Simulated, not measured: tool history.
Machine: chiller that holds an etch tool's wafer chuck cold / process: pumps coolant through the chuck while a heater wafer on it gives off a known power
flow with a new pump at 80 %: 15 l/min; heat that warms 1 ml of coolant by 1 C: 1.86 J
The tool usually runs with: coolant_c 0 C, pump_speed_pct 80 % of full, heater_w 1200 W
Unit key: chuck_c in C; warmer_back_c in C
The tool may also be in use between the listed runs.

run 1 hour=0 | coolant_c=0 pump_speed_pct=80 heater_w=1200 | chuck_c=10.3 warmer_back_c=2.57
-- hour=164.5 chiller's thermometer calibrated
run 2 hour=191.7 | coolant_c=0 pump_speed_pct=80 heater_w=1200 | chuck_c=10.4 warmer_back_c=2.49
run 3 hour=284.3 | coolant_c=0 pump_speed_pct=80 heater_w=1200 | chuck_c=10.5 warmer_back_c=2.52
run 4 hour=476.6 | coolant_c=0 pump_speed_pct=80 heater_w=1200 | chuck_c=10.6 warmer_back_c=2.49
run 5 hour=565.8 | coolant_c=0 pump_speed_pct=80 heater_w=1200 | chuck_c=10.2 warmer_back_c=2.47
run 6 hour=704.6 | coolant_c=0 pump_speed_pct=80 heater_w=1200 | chuck_c=10.4 warmer_back_c=2.46
run 7 hour=864.2 | coolant_c=0 pump_speed_pct=80 heater_w=1200 | chuck_c=10.2 warmer_back_c=2.39
run 8 hour=993.3 | coolant_c=-5 pump_speed_pct=80 heater_w=1200 | chuck_c=5.5 warmer_back_c=2.38
run 9 hour=1112.6 | coolant_c=-5 pump_speed_pct=80 heater_w=1200 | chuck_c=5.4 warmer_back_c=2.36
run 10 hour=1299.4 | coolant_c=0 pump_speed_pct=80 heater_w=777 | chuck_c=6.8 warmer_back_c=1.38
run 11 hour=1417.9 | coolant_c=-7 pump_speed_pct=80 heater_w=777 | chuck_c=-0.3 warmer_back_c=1.38
run 12 hour=1506.7 | coolant_c=-4 pump_speed_pct=80 heater_w=1200 | chuck_c=6.4 warmer_back_c=2.29
run 13 hour=1711.9 | coolant_c=-4 pump_speed_pct=80 heater_w=1200 | chuck_c=6.3 warmer_back_c=2.23
run 14 hour=1869.6 | coolant_c=0 pump_speed_pct=80 heater_w=1200 | chuck_c=10.5 warmer_back_c=2.19
run 15 hour=1995.8 | coolant_c=0 pump_speed_pct=80 heater_w=1200 | chuck_c=10.5 warmer_back_c=2.18
-- hour=2028.7 gauge calibrated
run 16 hour=2150.4 | coolant_c=0 pump_speed_pct=80 heater_w=1200 | chuck_c=10.4 warmer_back_c=2.56
run 17 hour=2333.1 | coolant_c=0 pump_speed_pct=80 heater_w=1200 | chuck_c=10.5 warmer_back_c=2.5
-- hour=2357.6 coolant changed, channels flushed
run 18 hour=2465.9 | coolant_c=6 pump_speed_pct=61 heater_w=1346 | chuck_c=20.5 warmer_back_c=3.92
run 19 hour=2623.2 | coolant_c=-2 pump_speed_pct=76 heater_w=679 | chuck_c=4.1 warmer_back_c=1.42
run 20 hour=2746.9 | coolant_c=-3 pump_speed_pct=80 heater_w=1771 | chuck_c=12.5 warmer_back_c=3.63
-- hour=2777.2 chiller's thermometer calibrated
run 21 hour=2944.4 | coolant_c=7 pump_speed_pct=66 heater_w=1771 | chuck_c=24.7 warmer_back_c=4.51
run 22 hour=3140.6 | coolant_c=7 pump_speed_pct=66 heater_w=1771 | chuck_c=24.9 warmer_back_c=4.52
run 23 hour=3263.2 | coolant_c=-4 pump_speed_pct=66 heater_w=646 | chuck_c=2.6 warmer_back_c=1.44
run 24 hour=3384.1 | coolant_c=-4 pump_speed_pct=66 heater_w=646 | chuck_c=2.6 warmer_back_c=1.47
-- hour=3444.7 coolant pump overhauled
run 25 hour=3583.4 | coolant_c=-4 pump_speed_pct=66 heater_w=646 | chuck_c=2.5 warmer_back_c=1.36
run 26 hour=3673.3 | coolant_c=-4 pump_speed_pct=66 heater_w=646 | chuck_c=2.6 warmer_back_c=1.38
run 27 hour=3878.6 | coolant_c=8 pump_speed_pct=80 heater_w=1200 | chuck_c=18.4 warmer_back_c=2.17
run 28 hour=4029.7 | coolant_c=8 pump_speed_pct=69 heater_w=1210 | chuck_c=19.7 warmer_back_c=2.64
run 29 hour=4207.4 | coolant_c=-6 pump_speed_pct=89 heater_w=644 | chuck_c=-1.1 warmer_back_c=0.74
run 30 hour=4364.8 | coolant_c=8 pump_speed_pct=80 heater_w=709 | chuck_c=14 warmer_back_c=0.96
run 31 hour=4540.2 | coolant_c=8 pump_speed_pct=80 heater_w=709 | chuck_c=14.1 warmer_back_c=0.97

Run 32 comes next. What will it give?
run 32 hour=4711.2 | coolant_c=0 pump_speed_pct=82 heater_w=1137 | chuck_c=? warmer_back_c=?

chuck_c: 9.6 C
warmer_back_c: 1.8 C
Minus the tool's unlogged condition, the same run would have read chuck_c 9.6 C, warmer_back_c 2.36 C.
